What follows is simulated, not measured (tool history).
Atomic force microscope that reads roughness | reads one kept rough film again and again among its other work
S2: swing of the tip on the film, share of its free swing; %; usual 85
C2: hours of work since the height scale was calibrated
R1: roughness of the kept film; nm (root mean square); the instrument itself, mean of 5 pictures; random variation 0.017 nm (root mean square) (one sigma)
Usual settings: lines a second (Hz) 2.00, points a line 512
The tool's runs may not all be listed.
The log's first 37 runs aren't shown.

{"run": 38, "hour": 1672.6, "lines a second (Hz)": 1.42, "S2": 88, "points a line": 512, "pictures with this tip": 136, "C2": 350, "R1": 4.042}
{"run": 39, "hour": 1702.8, "lines a second (Hz)": 1.42, "S2": 88, "points a line": 512, "pictures with this tip": 193, "C2": 371, "R1": 3.973}
{"hour": 1735.5, "done": "new tip fitted"}
{"run": 40, "hour": 1745.8, "lines a second (Hz)": 3.74, "S2": 57, "points a line": 512, "pictures with this tip": 19, "C2": 401, "R1": 4.676}
{"run": 41, "hour": 1778.5, "lines a second (Hz)": 3.74, "S2": 57, "points a line": 512, "pictures with this tip": 82, "C2": 424, "R1": 4.586}
{"run": 42, "hour": 1806.7, "lines a second (Hz)": 3.74, "S2": 57, "points a line": 512, "pictures with this tip": 136, "C2": 444, "R1": 4.486}
{"hour": 1866.6, "done": "new tip fitted"}
{"run": 43, "hour": 1867.1, "lines a second (Hz)": 1.87, "S2": 69, "points a line": 424, "pictures with this tip": 1, "C2": 486, "R1": 4.732}
{"run": 44, "hour": 1904.6, "lines a second (Hz)": 1.87, "S2": 69, "points a line": 424, "pictures with this tip": 73, "C2": 512, "R1": 4.56}
{"run": 45, "hour": 1970.1, "lines a second (Hz)": 1.87, "S2": 69, "points a line": 424, "pictures with this tip": 198, "C2": 558, "R1": 4.415}
{"hour": 1999.1, "done": "new tip fitted"}
{"run": 46, "hour": 2013.5, "lines a second (Hz)": 3.07, "S2": 60, "points a line": 925, "pictures with this tip": 28, "C2": 588, "R1": 4.706}
{"run": 47, "hour": 2062.8, "lines a second (Hz)": 3.07, "S2": 60, "points a line": 925, "pictures with this tip": 122, "C2": 622, "R1": 4.528}
{"run": 48, "hour": 2107.6, "lines a second (Hz)": 2.0, "S2": 86, "points a line": 290, "pictures with this tip": 207, "C2": 654, "R1": 3.736}
{"hour": 2128.5, "done": "new tip fitted"}
{"run": 49, "hour": 2146.1, "lines a second (Hz)": 3.7, "S2": 68, "points a line": 284, "pictures with this tip": 34, "C2": 680, "R1": 4.257}
{"run": 50, "hour": 2202.8, "lines a second (Hz)": 2.61, "S2": 65, "points a line": 267, "pictures with this tip": 142, "C2": 720, "R1": 4.385}

4 ways to go on from here, each from the tool as it stands after run 50. What would each give?
{"run": "A", "hour": 2248.6, "lines a second (Hz)": 3.16, "S2": 85, "points a line": 512, "pictures with this tip": 230, "C2": 752, "R1": "?"}
{"run": "B", "hour": 2248.6, "lines a second (Hz)": 2.49, "S2": 65, "points a line": 399, "pictures with this tip": 230, "C2": 752, "R1": "?"}
{"run": "C", "hour": 2248.6, "lines a second (Hz)": 0.91, "S2": 86, "points a line": 553, "pictures with this tip": 230, "C2": 752, "R1": "?"}
{"run": "D", "hour": 2248.6, "lines a second (Hz)": 1.02, "S2": 85, "points a line": 512, "pictures with this tip": 230, "C2": 752, "R1": "?"}

run=A R1=3.316
run=B R1=4.265
run=C R1=4.239
run=D R1=4.200
Without the tool's hidden state the same runs would have given:
run=A R1=3.638
run=B R1=4.680
run=C R1=4.651
run=D R1=4.608
